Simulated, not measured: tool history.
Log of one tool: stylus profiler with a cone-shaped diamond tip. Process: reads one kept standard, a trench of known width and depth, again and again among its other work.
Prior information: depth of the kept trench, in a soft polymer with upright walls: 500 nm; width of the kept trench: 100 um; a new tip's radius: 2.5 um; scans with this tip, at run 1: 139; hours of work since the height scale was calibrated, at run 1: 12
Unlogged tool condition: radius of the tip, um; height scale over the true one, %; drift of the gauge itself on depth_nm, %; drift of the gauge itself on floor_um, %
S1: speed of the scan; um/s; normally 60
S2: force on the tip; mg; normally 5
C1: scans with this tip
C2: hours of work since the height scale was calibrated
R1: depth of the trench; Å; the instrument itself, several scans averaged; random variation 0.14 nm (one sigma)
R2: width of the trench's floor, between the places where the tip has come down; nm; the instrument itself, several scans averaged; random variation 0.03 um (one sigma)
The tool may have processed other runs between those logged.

run   hour   S1     S2    C1   C2      R1     R2
  1      0   60      5   139   12  5131.6  96790
  2    6.7   60   9.11   200   17  5197.1  96840
  3   21.4   60   1.93   332   28  5066.3  96640
  4   29.6   60   1.93   406   34  5067.9  96650
  5   37.2  224      5   475   39  5127.9  96250
  6   43.3  224      5   530   44  5129.3  96220
  7   52.3  224      5   612   51  5130.7  96260
  8   59.3  224      5   675   56  5132.3  96220
  9   71.9   40      5   789   65  5129.3  96750
 10   85.2   40      5   909   75  5131.4  96760
 11   98.5   60      5  1030   85    5131  96670
 12  111.6   60      5  1148   95  5127.5  96720
 13  124.1   60      5  1261  104  5129.8  96660
 14  131.5   60      5  1328  110  5128.1  96640
 15  138.3   30      5  1389  115  5129.8  96660
 16  151.7   60      5  1511  125  5130.7  96670
 17  163.9  185      5  1621  134  5131.8  96280
 18  175.4  185      5  1725  143  5127.1  96270
 19  189.6  185      5  1853  154  5130.8  96310
 20  203.9  185      5  1982  164  5128.2  96250
 21  210.1  185      5  2038  169  5128.6  96240
 22  220.9  185      5  2136  177  5129.1  96220
 23  229.2  185      5  2211  183    5128  96220
 24  240.8   60   9.17  2316  192  5191.8  96660
 25  255.6   46   3.89  2450  203  5107.7  96600
 26  270.9   56   2.89  2588  214  5086.5  96540
 27  282.6   56   2.89  2694  223  5088.2  96550
 28  294.2   56   2.89  2799  232  5089.7  96530
 29  308.7  183   3.16  2930  243  5089.1  96090
 30  323.9  183   3.16  3067  254  5093.1  96080
 31  337.6  116   3.77  3191  264  5104.8  96350
 32  351.9   25   3.49  3320  275  5097.7  96620
 33  359.7  122  13.43  3391  281  5247.7  96540
 34  366.8   18      5  3455  286  5126.7  96650
 35  375.7   18      5  3536  293  5125.1  96620
 36    387   33    5.7  3638  301  5135.7  96630
 37  401.2   90  10.61  3766  312  5211.7  96470
 38  409.5   90  10.61  3841  318  5213.6  96460
 39  419.2   42   3.42  3929  325  5095.7  96530
 40    432   17    2.7  4045  335  5081.6  96580
 41    446   17    2.7  4171  345  5080.2  96580
 42  457.3  109   1.83  4274  354  5061.7  96130
 43  468.4   46   8.52  4374  362  5181.2  96520
 44  481.2  133      5  4490  372  5126.3  96240
 45  495.7   27   2.49  4620  383  5076.3  96540

What if the next run were any one of these 3? Each begins from the tool's condition after run 45:
  A  510.7   20  2.49  4756  394   ?   ?
  B  510.7  172  8.75  4756  394   ?   ?
  C  510.7  100  2.03  4756  394   ?   ?

run      R1     R2
  A    5075  96540
  B  5183.8  96180
  C  5064.2  96160
Take away the tool's hidden state, keep each run's random variation, and the runs would have read:
run      R1     R2
  A  5082.3  96920
  B  5191.2  96570
  C  5071.5  96540

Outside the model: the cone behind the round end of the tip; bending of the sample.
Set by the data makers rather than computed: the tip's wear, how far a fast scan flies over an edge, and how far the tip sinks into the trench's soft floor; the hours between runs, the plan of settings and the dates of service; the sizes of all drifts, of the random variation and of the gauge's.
